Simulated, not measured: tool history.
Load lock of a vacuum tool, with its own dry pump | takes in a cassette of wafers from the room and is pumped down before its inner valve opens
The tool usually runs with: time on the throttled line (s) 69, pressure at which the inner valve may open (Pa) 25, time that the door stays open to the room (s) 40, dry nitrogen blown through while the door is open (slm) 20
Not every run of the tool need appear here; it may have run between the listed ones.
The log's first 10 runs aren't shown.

run,hour,time on the throttled line (s),pressure at which the inner valve may open (Pa),time that the door stays open to the room (s),dry nitrogen blown through while the door is open (slm),"incoming humidity of the room's air, %",time from the closed door until the inner valve may open (s),rise of the pressure with all valves shut (Pa/min)
11,718.3,69,25,40,6,42.3,96.8,0.057
12,770.4,69,25,191,20,47.8,97.2,0.086
13,818.1,69,25,191,20,45.9,96.7,0.078
14,892.9,44,25,40,20,46.6,73.6,0.053
15,992,44,25,40,20,44.9,73.3,0.049
16,1065.5,44,25,40,20,44.2,74.1,0.048
17,1130.8,69,25,187,20,43.4,96.5,0.079
18,1185.4,69,27,40,20,43.6,95.8,0.05
19,1276.2,69,25,40,20,48.7,96.7,0.055
20,1351.5,35,25,40,20,44.5,66.5,0.058
21,1435.3,127,25,67,20,47.1,151.1,0.063
22,1497.7,43,29,29,20,42.2,72.3,0.053
23,1562.6,43,29,30,20,45.8,72.8,0.06
24,1662.7,43,29,30,20,46.8,72.8,0.06
25,1757.7,43,29,30,20,46,72.9,0.057
26,1857.5,49,23,40,5,42.7,79,0.074
27,1912.6,46,25,46,34,44.5,77,0.056
28,2001.1,46,19,46,28,40.5,78.2,0.055

Forecast run 29:
29,2092.5,69,39,40,5,46.6,?,?

time from the closed door until the inner valve may open (s): 96
rise of the pressure with all valves shut (Pa/min): 0.08
Minus the tool's unlogged condition, the same run would have read time from the closed door until the inner valve may open (s) 93.5, rise of the pressure with all valves shut (Pa/min) 0.038.
